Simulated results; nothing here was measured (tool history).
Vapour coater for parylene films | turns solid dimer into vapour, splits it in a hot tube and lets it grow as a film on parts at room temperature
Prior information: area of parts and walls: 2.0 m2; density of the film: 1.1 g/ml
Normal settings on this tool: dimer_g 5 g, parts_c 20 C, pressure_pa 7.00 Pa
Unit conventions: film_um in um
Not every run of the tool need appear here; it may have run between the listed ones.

run 1 hour=0.0 | dimer_g=5 parts_c=20 pressure_pa=7.00 | film_um=1.42
run 2 hour=33.7 | dimer_g=5 parts_c=20 pressure_pa=6.08 | film_um=1.48
run 3 hour=64.3 | dimer_g=5 parts_c=15 pressure_pa=7.00 | film_um=1.75
run 4 hour=100.0 | dimer_g=5 parts_c=20 pressure_pa=7.00 | film_um=1.45
run 5 hour=121.5 | dimer_g=5 parts_c=20 pressure_pa=7.00 | film_um=1.44
run 6 hour=153.8 | dimer_g=5 parts_c=20 pressure_pa=7.00 | film_um=1.43
run 7 hour=185.1 | dimer_g=5 parts_c=20 pressure_pa=10.05 | film_um=1.32
run 8 hour=218.7 | dimer_g=5 parts_c=20 pressure_pa=10.05 | film_um=1.34
run 9 hour=237.7 | dimer_g=5 parts_c=20 pressure_pa=10.05 | film_um=1.34
run 10 hour=263.9 | dimer_g=5 parts_c=20 pressure_pa=10.05 | film_um=1.31
run 11 hour=292.8 | dimer_g=5 parts_c=20 pressure_pa=10.05 | film_um=1.31
run 12 hour=331.4 | dimer_g=5 parts_c=22 pressure_pa=7.00 | film_um=1.28
run 13 hour=351.8 | dimer_g=5 parts_c=21 pressure_pa=7.00 | film_um=1.37
run 14 hour=373.2 | dimer_g=5 parts_c=21 pressure_pa=7.00 | film_um=1.36
run 15 hour=419.3 | dimer_g=5 parts_c=21 pressure_pa=7.00 | film_um=1.33
run 16 hour=463.4 | dimer_g=5 parts_c=21 pressure_pa=7.00 | film_um=1.36
run 17 hour=482.6 | dimer_g=5 parts_c=21 pressure_pa=7.00 | film_um=1.34
run 18 hour=526.6 | dimer_g=5 parts_c=21 pressure_pa=7.00 | film_um=1.37
run 19 hour=560.1 | dimer_g=5 parts_c=21 pressure_pa=7.00 | film_um=1.34
run 20 hour=596.3 | dimer_g=5 parts_c=20 pressure_pa=11.87 | film_um=1.27
-- hour=641.8 trap's valve overhauled
run 21 hour=642.6 | dimer_g=8 parts_c=20 pressure_pa=7.00 | film_um=2.13
run 22 hour=671.9 | dimer_g=5 parts_c=26 pressure_pa=7.00 | film_um=1.03
run 23 hour=693.4 | dimer_g=5 parts_c=26 pressure_pa=7.00 | film_um=1.04
run 24 hour=723.4 | dimer_g=5 parts_c=26 pressure_pa=7.00 | film_um=1.05
run 25 hour=760.7 | dimer_g=2 parts_c=23 pressure_pa=7.00 | film_um=0.46
run 26 hour=798.1 | dimer_g=3 parts_c=23 pressure_pa=2.20 | film_um=0.89
run 27 hour=821.0 | dimer_g=4 parts_c=23 pressure_pa=8.73 | film_um=0.90
run 28 hour=839.7 | dimer_g=4 parts_c=23 pressure_pa=8.73 | film_um=0.88
-- hour=883.4 trap's valve overhauled, once more
run 29 hour=886.3 | dimer_g=2 parts_c=20 pressure_pa=7.00 | film_um=0.58
run 30 hour=911.9 | dimer_g=5 parts_c=21 pressure_pa=7.00 | film_um=1.45
run 31 hour=950.5 | dimer_g=7 parts_c=27 pressure_pa=6.32 | film_um=1.60
run 32 hour=995.1 | dimer_g=3 parts_c=17 pressure_pa=6.84 | film_um=1.02
run 33 hour=1041.5 | dimer_g=5 parts_c=20 pressure_pa=9.38 | film_um=1.43
run 34 hour=1086.3 | dimer_g=5 parts_c=20 pressure_pa=9.38 | film_um=1.42
run 35 hour=1124.8 | dimer_g=2 parts_c=14 pressure_pa=2.30 | film_um=0.87
run 36 hour=1145.3 | dimer_g=5 parts_c=14 pressure_pa=2.14 | film_um=2.17
run 37 hour=1183.7 | dimer_g=5 parts_c=30 pressure_pa=7.00 | film_um=1.01
run 38 hour=1215.5 | dimer_g=5 parts_c=30 pressure_pa=7.00 | film_um=1.00
run 39 hour=1241.3 | dimer_g=3 parts_c=27 pressure_pa=10.93 | film_um=0.62
run 40 hour=1264.2 | dimer_g=3 parts_c=27 pressure_pa=10.93 | film_um=0.60
run 41 hour=1291.7 | dimer_g=3 parts_c=13 pressure_pa=6.05 | film_um=1.23
run 42 hour=1334.4 | dimer_g=3 parts_c=13 pressure_pa=6.05 | film_um=1.20
run 43 hour=1371.0 | dimer_g=3 parts_c=13 pressure_pa=6.05 | film_um=1.22
run 44 hour=1412.0 | dimer_g=3 parts_c=13 pressure_pa=6.05 | film_um=1.22
run 45 hour=1439.5 | dimer_g=5 parts_c=16 pressure_pa=7.00 | film_um=1.72
run 46 hour=1469.2 | dimer_g=4 parts_c=22 pressure_pa=7.00 | film_um=1.06
run 47 hour=1500.0 | dimer_g=3 parts_c=17 pressure_pa=4.52 | film_um=1.11

Alternative continuations, all from the tool just after run 47; predict every row:
run A hour=1541.7 | dimer_g=8 parts_c=14 pressure_pa=4.52 | film_um=?
run B hour=1541.7 | dimer_g=3 parts_c=16 pressure_pa=4.63 | film_um=?
run C hour=1541.7 | dimer_g=5 parts_c=32 pressure_pa=4.41 | film_um=?
run D hour=1541.7 | dimer_g=6 parts_c=18 pressure_pa=3.76 | film_um=?

run=A film_um=3.26
run=B film_um=1.13
run=C film_um=1.00
run=D film_um=2.15
With the hidden condition removed and each run's random variation left untouched, the same runs would have given:
run=A film_um=3.37
run=B film_um=1.17
run=C film_um=1.03
run=D film_um=2.23
